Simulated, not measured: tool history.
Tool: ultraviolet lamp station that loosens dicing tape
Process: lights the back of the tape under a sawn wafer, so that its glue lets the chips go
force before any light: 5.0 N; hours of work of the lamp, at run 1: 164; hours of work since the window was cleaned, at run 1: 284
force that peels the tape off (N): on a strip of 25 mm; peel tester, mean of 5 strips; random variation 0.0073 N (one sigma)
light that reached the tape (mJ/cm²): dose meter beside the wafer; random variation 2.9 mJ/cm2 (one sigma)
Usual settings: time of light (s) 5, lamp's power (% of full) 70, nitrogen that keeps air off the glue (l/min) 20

run  hour  time of light (s)  lamp's power (% of full)  nitrogen that keeps air off the glue (l/min)  hours of work of the lamp  hours of work since the window was cleaned  force that peels the tape off (N)  light that reached the tape (mJ/cm²)
  1     0                  5                        70                                            20                        164                                         284                              0.357                                   354
  2   5.5                  5                        70                                            20                        168                                         288                              0.354                                   351
  3   9.4                  5                       100                                            20                        170                                         291                              0.217                                   501
  4  13.7                  5                       100                                            20                        173                                         294                              0.212                                   506
  5  18.7                  5                        70                                            36                        177                                         297                              0.282                                   350
  6  25.3                  5                        70                                            36                        182                                         302                              0.288                                   346
  7  32.8                  5                        70                                            36                        187                                         307                              0.288                                   346
  8  38.4                  5                        70                                            36                        191                                         311                              0.297                                   350
  9  43.8                  2                        70                                             7                        194                                         315                              1.992                                   135
 10  49.6                  2                        70                                             7                        199                                         319                              2.005                                   141
 11  58.8                  2                        70                                             7                        205                                         325                              2.004                                   136
 12  63.3                  7                        70                                            14                        208                                         329                              0.256                                   479

Forecast each of these 5 alternatives for the next run:
  A  68.9                  5                        84                                            20                        212                                         332                                  ?                                     ?
  B  68.9                  3                        72                                            12                        212                                         332                                  ?                                     ?
  C  68.9                  7                        78                                            14                        212                                         332                                  ?                                     ?
  D  68.9                  5                        70                                            20                        212                                         332                                  ?                                     ?
  E  68.9                  5                        70                                            13                        212                                         332                                  ?                                     ?

run  force that peels the tape off (N)  light that reached the tape (mJ/cm²)
  A                              0.264                                   409
  B                              1.014                                   213
  C                              0.212                                   528
  D                              0.357                                   342
  E                              0.426                                   341
Without the tool's hidden state the same runs would have given:
run  force that peels the tape off (N)  light that reached the tape (mJ/cm²)
  A                              0.206                                   495
  B                              0.753                                   257
  C                              0.181                                   640
  D                              0.259                                   414
  E                              0.304                                   413

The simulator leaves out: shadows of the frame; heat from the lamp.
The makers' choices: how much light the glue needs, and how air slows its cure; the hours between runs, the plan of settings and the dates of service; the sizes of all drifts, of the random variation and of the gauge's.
